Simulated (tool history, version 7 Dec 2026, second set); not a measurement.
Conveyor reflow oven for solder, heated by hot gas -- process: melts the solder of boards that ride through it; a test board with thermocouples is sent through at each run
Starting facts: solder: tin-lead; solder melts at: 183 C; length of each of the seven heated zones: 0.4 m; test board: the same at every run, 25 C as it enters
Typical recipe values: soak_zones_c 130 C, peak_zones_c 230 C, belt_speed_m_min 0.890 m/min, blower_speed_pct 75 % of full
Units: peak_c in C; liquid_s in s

run   hour  soak_zones_c  peak_zones_c  belt_speed_m_min  blower_speed_pct  peak_c  liquid_s
  1    0.0           130           230             0.890                75   211.8     35.61
  2   24.3           135           230             0.890                75   212.7     37.15
  3   55.4           135           230             0.890                75   212.4     37.11
      63.4  -- flux residue cleaned out of gas plates and filters
  4   98.1           135           230             0.890                75   213.7     37.84
  5  152.9           135           230             0.890                75   213.6     37.84
  6  211.1           135           230             0.890                75   213.3     37.55
  7  242.6           135           230             0.890                75   213.1     37.44
  8  273.6           135           230             0.890                75   212.7     37.51
  9  323.1           145           230             1.064                75   208.7     30.39
 10  357.7           141           229             0.827                80   215.5     44.29

Predict each of these 4 candidate next runs independently; none follows another, all start after run 10:
     366.5  -- flux residue cleaned out of gas plates and filters
  A  399.2           135           229             1.031                80       ?         ?
     366.5  -- flux residue cleaned out of gas plates and filters
  B  399.2           118           243             0.827                80       ?         ?
     366.5  -- flux residue cleaned out of gas plates and filters
  C  399.2           117           233             0.890                59       ?         ?
     366.5  -- flux residue cleaned out of gas plates and filters
  D  399.2           118           229             0.827                80       ?         ?

run  peak_c  liquid_s
  A   209.1     29.49
  B   225.8     44.06
  C   207.6     29.19
  D   213.4     37.64
Without the tool's unlogged condition, the same runs would have read:
run  peak_c  liquid_s
  A   209.5     29.44
  B   226.3     43.81
  C   207.9     29.12
  D   213.8     37.53

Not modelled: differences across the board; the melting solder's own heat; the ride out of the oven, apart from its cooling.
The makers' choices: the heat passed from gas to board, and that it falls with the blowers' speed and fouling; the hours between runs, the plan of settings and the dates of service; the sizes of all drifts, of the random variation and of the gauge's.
